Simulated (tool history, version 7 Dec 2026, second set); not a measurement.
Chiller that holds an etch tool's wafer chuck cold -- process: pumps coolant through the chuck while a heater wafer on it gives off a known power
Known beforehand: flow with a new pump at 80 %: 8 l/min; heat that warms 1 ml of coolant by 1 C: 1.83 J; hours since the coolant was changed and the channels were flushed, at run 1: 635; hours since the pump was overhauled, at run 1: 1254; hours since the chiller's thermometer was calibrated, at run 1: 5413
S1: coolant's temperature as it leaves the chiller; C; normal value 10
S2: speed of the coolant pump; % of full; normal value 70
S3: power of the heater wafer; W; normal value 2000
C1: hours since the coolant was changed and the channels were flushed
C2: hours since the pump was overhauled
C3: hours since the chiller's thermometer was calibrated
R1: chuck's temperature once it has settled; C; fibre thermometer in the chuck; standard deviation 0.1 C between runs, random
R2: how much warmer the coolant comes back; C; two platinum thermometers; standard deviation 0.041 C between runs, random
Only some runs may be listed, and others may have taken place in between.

| run | day | S1 | S2 | S3 | C1 | C2 | C3 | R1 | R2 |
|---|---|---|---|---|---|---|---|---|---|
| 1 | 0.000 | 10 | 70 | 2000 | 635 | 1254 | 5413 | 27.8 | 9.50 |
| 2 | 6.771 | 10 | 70 | 2000 | 797 | 1416 | 5575 | 27.7 | 9.46 |
| 3 | 12.908 | 13 | 70 | 2000 | 945 | 1563 | 5723 | 30.8 | 9.42 |
|  | 16.950 | chiller's thermometer calibrated |
| 4 | 17.550 | 14 | 70 | 2000 | 1055 | 1674 | 14 | 31.7 | 9.44 |
| 5 | 21.408 | 1 | 70 | 2000 | 1148 | 1766 | 107 | 18.6 | 9.40 |
| 6 | 25.092 | 10 | 70 | 2000 | 1236 | 1855 | 195 | 27.6 | 9.37 |
| 7 | 30.817 | 10 | 70 | 2000 | 1374 | 1992 | 333 | 27.6 | 9.44 |
| 8 | 34.250 | 10 | 92 | 1001 | 1456 | 2075 | 415 | 16.6 | 3.54 |
| 9 | 41.300 | 4 | 83 | 2000 | 1625 | 2244 | 584 | 18.8 | 7.95 |
| 10 | 44.304 | 10 | 92 | 1619 | 1697 | 2316 | 656 | 20.9 | 5.69 |

Run 11 is up next; what results do you expect?
| 11 | 50.638 | 13 | 92 | 1766 | 1849 | 2468 | 808 | ? | ? |

R1: 25.0 C
R2: 6.29 C
Had the tool carried no hidden state, the very same run would have given R1 25.0 C, R2 6.29 C.

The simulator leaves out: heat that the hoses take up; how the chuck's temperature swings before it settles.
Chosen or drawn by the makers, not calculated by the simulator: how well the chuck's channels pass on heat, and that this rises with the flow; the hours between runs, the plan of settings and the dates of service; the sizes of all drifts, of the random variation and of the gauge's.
